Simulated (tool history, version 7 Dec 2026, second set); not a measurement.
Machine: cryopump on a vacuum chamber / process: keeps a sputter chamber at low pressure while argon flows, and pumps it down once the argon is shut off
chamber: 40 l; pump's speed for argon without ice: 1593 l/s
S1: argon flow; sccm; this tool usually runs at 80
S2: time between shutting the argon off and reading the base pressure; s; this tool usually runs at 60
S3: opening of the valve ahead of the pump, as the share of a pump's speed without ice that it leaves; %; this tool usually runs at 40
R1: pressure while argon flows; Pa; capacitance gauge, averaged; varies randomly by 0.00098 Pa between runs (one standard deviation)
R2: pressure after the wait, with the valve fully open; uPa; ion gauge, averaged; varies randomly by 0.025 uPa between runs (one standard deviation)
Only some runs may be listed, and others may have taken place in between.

run 1 hour=0 | S1=80 S2=60 S3=40 | R1=0.2447 R2=1.63
run 2 hour=65.3 | S1=80 S2=60 S3=31 | R1=0.3117 R2=1.77
-- hour=91.1 pump warmed up, emptied and cooled again
run 3 hour=173.6 | S1=57 S2=60 S3=40 | R1=0.1563 R2=1.53
run 4 hour=287.3 | S1=57 S2=60 S3=40 | R1=0.16 R2=1.62
run 5 hour=376 | S1=57 S2=60 S3=40 | R1=0.1655 R2=1.71
run 6 hour=439.6 | S1=57 S2=90 S3=49 | R1=0.1393 R2=1.5
run 7 hour=540.8 | S1=75 S2=47 S3=53 | R1=0.1806 R2=2.1
-- hour=597.3 pump warmed up, emptied and cooled again
-- hour=608.2 leaking fittings of the chamber tightened, without venting
run 8 hour=635.6 | S1=92 S2=47 S3=53 | R1=0.1937 R2=1.26
run 9 hour=725.4 | S1=57 S2=47 S3=53 | R1=0.123 R2=1.27

Estimate the outcome of run 10 from the log above:
run 10 hour=778.7 | S1=125 S2=47 S3=19 | R1=? R2=?

R1: 0.7189 Pa
R2: 1.33 uPa
On a tool with no hidden condition, and with the same random variation, this run would have come out at R1 0.6953 Pa, R2 1.22 uPa.
